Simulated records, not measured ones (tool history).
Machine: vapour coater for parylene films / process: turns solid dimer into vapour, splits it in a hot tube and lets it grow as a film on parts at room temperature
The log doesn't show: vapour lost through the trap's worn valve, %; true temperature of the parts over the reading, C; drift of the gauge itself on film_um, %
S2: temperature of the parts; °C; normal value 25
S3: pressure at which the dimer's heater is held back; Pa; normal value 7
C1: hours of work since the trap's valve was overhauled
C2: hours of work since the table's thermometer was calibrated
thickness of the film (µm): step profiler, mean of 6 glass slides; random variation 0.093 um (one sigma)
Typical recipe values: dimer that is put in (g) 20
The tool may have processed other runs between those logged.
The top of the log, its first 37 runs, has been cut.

{"run": 38, "hour": 582.7, "dimer that is put in (g)": 12, "S2": 24, "S3": 7.46, "C1": 498, "C2": 581, "thickness of the film (µm)": 6.1}
{"run": 39, "hour": 601.4, "dimer that is put in (g)": 9, "S2": 25, "S3": 7, "C1": 509, "C2": 592, "thickness of the film (µm)": 4.56}
{"run": 40, "hour": 615.4, "dimer that is put in (g)": 9, "S2": 25, "S3": 7, "C1": 517, "C2": 600, "thickness of the film (µm)": 4.48}
{"run": 41, "hour": 632.9, "dimer that is put in (g)": 10, "S2": 31, "S3": 6.12, "C1": 527, "C2": 610, "thickness of the film (µm)": 4.54}
{"run": 42, "hour": 653.4, "dimer that is put in (g)": 10, "S2": 31, "S3": 6.12, "C1": 539, "C2": 622, "thickness of the film (µm)": 4.46}
{"run": 43, "hour": 663.3, "dimer that is put in (g)": 8, "S2": 32, "S3": 6.12, "C1": 545, "C2": 628, "thickness of the film (µm)": 3.52}
{"run": 44, "hour": 684.3, "dimer that is put in (g)": 20, "S2": 32, "S3": 2.65, "C1": 557, "C2": 641, "thickness of the film (µm)": 9.95}
{"run": 45, "hour": 700.7, "dimer that is put in (g)": 20, "S2": 19, "S3": 7, "C1": 567, "C2": 650, "thickness of the film (µm)": 11.46}
{"run": 46, "hour": 715.5, "dimer that is put in (g)": 20, "S2": 19, "S3": 7, "C1": 576, "C2": 659, "thickness of the film (µm)": 11.39}
{"run": 47, "hour": 737.2, "dimer that is put in (g)": 16, "S2": 17, "S3": 6.68, "C1": 589, "C2": 672, "thickness of the film (µm)": 9.56}

4 options for the next run, each taken on its own from the tool as it stands now. Forecast them:
{"run": "A", "hour": 758.6, "dimer that is put in (g)": 20, "S2": 20, "S3": 7, "C1": 601, "C2": 684, "thickness of the film (µm)": "?"}
{"run": "B", "hour": 758.6, "dimer that is put in (g)": 16, "S2": 17, "S3": 4.01, "C1": 601, "C2": 684, "thickness of the film (µm)": "?"}
{"run": "C", "hour": 758.6, "dimer that is put in (g)": 12, "S2": 17, "S3": 8.76, "C1": 601, "C2": 684, "thickness of the film (µm)": "?"}
{"run": "D", "hour": 758.6, "dimer that is put in (g)": 9, "S2": 35, "S3": 4.63, "C1": 601, "C2": 684, "thickness of the film (µm)": "?"}

run=A thickness_of_the_film_(µm)=11.16
run=B thickness_of_the_film_(µm)=10.63
run=C thickness_of_the_film_(µm)=7.03
run=D thickness_of_the_film_(µm)=3.78
Stripped of hidden state, with their random variation kept, the same runs would have yielded:
run=A thickness_of_the_film_(µm)=12.69
run=B thickness_of_the_film_(µm)=12.02
run=C thickness_of_the_film_(µm)=7.99
run=D thickness_of_the_film_(µm)=4.3
